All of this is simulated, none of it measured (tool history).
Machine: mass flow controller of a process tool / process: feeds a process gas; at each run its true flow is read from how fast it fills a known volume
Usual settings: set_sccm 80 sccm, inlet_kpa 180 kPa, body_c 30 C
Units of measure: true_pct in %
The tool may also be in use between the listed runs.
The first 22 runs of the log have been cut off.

run 23 hour=3361.9 | set_sccm=80 inlet_kpa=195 body_c=30 | true_pct=99.98
run 24 hour=3564.1 | set_sccm=80 inlet_kpa=195 body_c=30 | true_pct=99.93
run 25 hour=3759.4 | set_sccm=10 inlet_kpa=219 body_c=39 | true_pct=104.65
-- hour=3887.4 controller's zero set anew, once more
run 26 hour=3946.8 | set_sccm=10 inlet_kpa=185 body_c=26 | true_pct=97.35
run 27 hour=4127.7 | set_sccm=66 inlet_kpa=254 body_c=25 | true_pct=98.93
run 28 hour=4244.9 | set_sccm=66 inlet_kpa=254 body_c=25 | true_pct=98.88
run 29 hour=4339.4 | set_sccm=52 inlet_kpa=254 body_c=25 | true_pct=98.59
run 30 hour=4505.9 | set_sccm=15 inlet_kpa=164 body_c=37 | true_pct=97.79
run 31 hour=4650.4 | set_sccm=41 inlet_kpa=180 body_c=29 | true_pct=98.04
run 32 hour=4819.7 | set_sccm=80 inlet_kpa=180 body_c=32 | true_pct=99.06
run 33 hour=5006.2 | set_sccm=26 inlet_kpa=150 body_c=30 | true_pct=97.63
run 34 hour=5145.9 | set_sccm=26 inlet_kpa=150 body_c=30 | true_pct=97.58
run 35 hour=5307.3 | set_sccm=80 inlet_kpa=160 body_c=30 | true_pct=98.96

Estimate the outcome of run 36 from the log above:
run 36 hour=5404.1 | set_sccm=80 inlet_kpa=160 body_c=30 | true_pct=?

{"run 36": {"true_pct": 98.93}}
Minus the tool's unlogged condition, the same run would have read true_pct 99.46 %.
